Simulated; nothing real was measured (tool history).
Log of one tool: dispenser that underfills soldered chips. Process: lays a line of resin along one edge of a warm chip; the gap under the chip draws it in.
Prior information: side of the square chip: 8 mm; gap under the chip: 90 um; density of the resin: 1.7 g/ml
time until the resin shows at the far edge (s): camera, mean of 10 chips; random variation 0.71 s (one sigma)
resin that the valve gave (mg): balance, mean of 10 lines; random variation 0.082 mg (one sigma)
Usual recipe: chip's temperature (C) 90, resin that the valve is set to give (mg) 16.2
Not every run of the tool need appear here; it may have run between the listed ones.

run   hour  chip's temperature (C)  resin that the valve is set to give (mg)  time until the resin shows at the far edge (s)  resin that the valve gave (mg)
  1    0.0                      90                                      16.2                                            80.4                           14.81
       4.2  -- dispensing valve cleaned and set on the balance
  2    6.5                      90                                      16.2                                            98.6                           16.03
       9.5  -- new syringe of resin
  3   16.0                      90                                      16.2                                            83.2                           16.15
  4   21.1                      90                                      14.5                                           102.8                           14.42
      23.2  -- new syringe of resin
  5   32.8                      90                                      14.5                                            93.9                           14.14
      37.1  -- new syringe of resin
  6   41.3                      94                                      16.2                                            65.8                           15.86
      50.8  -- new syringe of resin
  7   52.3                      94                                      16.2                                            58.1                           15.72
  8   61.4                      90                                      14.5                                            96.5                           14.02
      64.6  -- new syringe of resin
  9   72.6                      90                                      14.5                                            88.5                           13.83
      77.7  -- new syringe of resin
 10   78.1                      90                                      16.6                                            64.7                           15.86
 11   87.0                      92                                      16.2                                            88.2                           15.33
      90.8  -- new syringe of resin
 12   94.2                      92                                      16.2                                            69.0                           15.35
 13  103.0                      99                                      16.2                                            76.7                           15.19
     103.8  -- new syringe of resin
 14  113.6                      99                                      16.2                                            67.9                           15.20
     117.1  -- new syringe of resin
 15  121.2                      99                                      16.2                                            53.8                           15.12
     130.1  -- new syringe of resin
 16  130.1                      81                                      19.5                                            86.7                           18.11
 17  140.8                      81                                      19.5                                           133.1                           18.09
     143.9  -- new syringe of resin
 18  150.7                      87                                      20.8                                            90.7                           19.24
     156.9  -- new syringe of resin
 19  158.0                     105                                      16.1                                            38.5                           14.76
 20  163.4                      77                                      16.7                                           133.4                           15.15
     166.4  -- dispensing valve cleaned and set on the balance
     171.3  -- new syringe of resin
 21  171.7                      86                                      18.0                                            72.8                           17.98
 22  178.3                      86                                      18.0                                            96.7                           17.94
     184.8  -- new syringe of resin
 23  185.7                      86                                      18.0                                            77.1                           17.78

The next listed run, before its measurement:
 24  192.7                      89                                      16.5                                               ?                               ?

time until the resin shows at the far edge (s): 90.3
resin that the valve gave (mg): 16.19
If the tool had no hidden condition, the same run with the same run-to-run variation would have returned time until the resin shows at the far edge (s) 66.8, resin that the valve gave (mg) 16.44.
